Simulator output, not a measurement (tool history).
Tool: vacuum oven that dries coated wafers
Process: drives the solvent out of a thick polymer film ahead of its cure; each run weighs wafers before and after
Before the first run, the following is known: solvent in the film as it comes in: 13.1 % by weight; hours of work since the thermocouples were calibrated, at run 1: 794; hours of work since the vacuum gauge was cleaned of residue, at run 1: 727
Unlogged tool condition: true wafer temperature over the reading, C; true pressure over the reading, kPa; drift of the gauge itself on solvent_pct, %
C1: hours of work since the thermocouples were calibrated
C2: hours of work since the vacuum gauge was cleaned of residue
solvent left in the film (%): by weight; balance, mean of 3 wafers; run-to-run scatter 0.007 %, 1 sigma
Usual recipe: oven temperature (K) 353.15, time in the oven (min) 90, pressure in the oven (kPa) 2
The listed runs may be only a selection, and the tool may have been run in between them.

run 1 hour=0 | oven_temperature_(K)=353.15 time_in_the_oven_(min)=90 pressure_in_the_oven_(kPa)=2 | C1=794 C2=727 | solvent_left_in_the_film_(%)=1.732
run 2 hour=27.8 | oven_temperature_(K)=353.15 time_in_the_oven_(min)=90 pressure_in_the_oven_(kPa)=7.46 | C1=813 C2=745 | solvent_left_in_the_film_(%)=3.642
run 3 hour=62.8 | oven_temperature_(K)=353.15 time_in_the_oven_(min)=90 pressure_in_the_oven_(kPa)=6.71 | C1=836 C2=769 | solvent_left_in_the_film_(%)=3.375
-- hour=82.5 oven's thermocouples calibrated
run 4 hour=85.2 | oven_temperature_(K)=353.15 time_in_the_oven_(min)=90 pressure_in_the_oven_(kPa)=6.71 | C1=2 C2=783 | solvent_left_in_the_film_(%)=3.669
run 5 hour=116.7 | oven_temperature_(K)=347.15 time_in_the_oven_(min)=90 pressure_in_the_oven_(kPa)=2 | C1=23 C2=804 | solvent_left_in_the_film_(%)=2.995
run 6 hour=151.9 | oven_temperature_(K)=347.15 time_in_the_oven_(min)=90 pressure_in_the_oven_(kPa)=2 | C1=47 C2=827 | solvent_left_in_the_film_(%)=2.996
run 7 hour=174.3 | oven_temperature_(K)=353.15 time_in_the_oven_(min)=90 pressure_in_the_oven_(kPa)=2 | C1=62 C2=842 | solvent_left_in_the_film_(%)=1.941
run 8 hour=200.4 | oven_temperature_(K)=353.15 time_in_the_oven_(min)=106 pressure_in_the_oven_(kPa)=2 | C1=79 C2=860 | solvent_left_in_the_film_(%)=1.592
run 9 hour=231.6 | oven_temperature_(K)=349.15 time_in_the_oven_(min)=90 pressure_in_the_oven_(kPa)=2 | C1=100 C2=881 | solvent_left_in_the_film_(%)=2.605
run 10 hour=260.4 | oven_temperature_(K)=353.15 time_in_the_oven_(min)=90 pressure_in_the_oven_(kPa)=2 | C1=119 C2=900 | solvent_left_in_the_film_(%)=1.94
run 11 hour=286.3 | oven_temperature_(K)=356.15 time_in_the_oven_(min)=90 pressure_in_the_oven_(kPa)=1.6 | C1=137 C2=918 | solvent_left_in_the_film_(%)=1.379
run 12 hour=322.2 | oven_temperature_(K)=366.15 time_in_the_oven_(min)=78 pressure_in_the_oven_(kPa)=1.3 | C1=161 C2=942 | solvent_left_in_the_film_(%)=0.625
run 13 hour=354.2 | oven_temperature_(K)=356.15 time_in_the_oven_(min)=90 pressure_in_the_oven_(kPa)=2 | C1=182 C2=963 | solvent_left_in_the_film_(%)=1.516
run 14 hour=371.1 | oven_temperature_(K)=360.15 time_in_the_oven_(min)=94 pressure_in_the_oven_(kPa)=2 | C1=194 C2=975 | solvent_left_in_the_film_(%)=1.018
run 15 hour=405.9 | oven_temperature_(K)=367.15 time_in_the_oven_(min)=65 pressure_in_the_oven_(kPa)=3.83 | C1=217 C2=998 | solvent_left_in_the_film_(%)=1.348
run 16 hour=430.6 | oven_temperature_(K)=367.15 time_in_the_oven_(min)=48 pressure_in_the_oven_(kPa)=3.83 | C1=234 C2=1014 | solvent_left_in_the_film_(%)=1.884
run 17 hour=459.6 | oven_temperature_(K)=349.15 time_in_the_oven_(min)=83 pressure_in_the_oven_(kPa)=1.08 | C1=253 C2=1034 | solvent_left_in_the_film_(%)=2.464
run 18 hour=486.1 | oven_temperature_(K)=344.15 time_in_the_oven_(min)=90 pressure_in_the_oven_(kPa)=1.41 | C1=271 C2=1052 | solvent_left_in_the_film_(%)=3.323
run 19 hour=514.7 | oven_temperature_(K)=353.15 time_in_the_oven_(min)=81 pressure_in_the_oven_(kPa)=1.4 | C1=290 C2=1071 | solvent_left_in_the_film_(%)=1.963
run 20 hour=535.2 | oven_temperature_(K)=354.15 time_in_the_oven_(min)=51 pressure_in_the_oven_(kPa)=2 | C1=304 C2=1085 | solvent_left_in_the_film_(%)=3.442

Each row is a separate what-if for the run after 20, all from the same tool condition, not one after another. Results?
run A hour=563.2 | oven_temperature_(K)=351.15 time_in_the_oven_(min)=51 pressure_in_the_oven_(kPa)=2.88 | C1=323 C2=1104 | solvent_left_in_the_film_(%)=?
run B hour=563.2 | oven_temperature_(K)=358.15 time_in_the_oven_(min)=90 pressure_in_the_oven_(kPa)=2 | C1=323 C2=1104 | solvent_left_in_the_film_(%)=?
run C hour=563.2 | oven_temperature_(K)=342.15 time_in_the_oven_(min)=93 pressure_in_the_oven_(kPa)=4.82 | C1=323 C2=1104 | solvent_left_in_the_film_(%)=?
run D hour=563.2 | oven_temperature_(K)=354.15 time_in_the_oven_(min)=143 pressure_in_the_oven_(kPa)=5.68 | C1=323 C2=1104 | solvent_left_in_the_film_(%)=?
run E hour=563.2 | oven_temperature_(K)=360.15 time_in_the_oven_(min)=90 pressure_in_the_oven_(kPa)=2 | C1=323 C2=1104 | solvent_left_in_the_film_(%)=?

run=A solvent_left_in_the_film_(%)=4.342
run=B solvent_left_in_the_film_(%)=1.27
run=C solvent_left_in_the_film_(%)=5.287
run=D solvent_left_in_the_film_(%)=2.438
run=E solvent_left_in_the_film_(%)=1.073
With no hidden state in the tool, these same runs would have given:
run=A solvent_left_in_the_film_(%)=4.316
run=B solvent_left_in_the_film_(%)=1.238
run=C solvent_left_in_the_film_(%)=5.243
run=D solvent_left_in_the_film_(%)=2.4
run=E solvent_left_in_the_film_(%)=1.043

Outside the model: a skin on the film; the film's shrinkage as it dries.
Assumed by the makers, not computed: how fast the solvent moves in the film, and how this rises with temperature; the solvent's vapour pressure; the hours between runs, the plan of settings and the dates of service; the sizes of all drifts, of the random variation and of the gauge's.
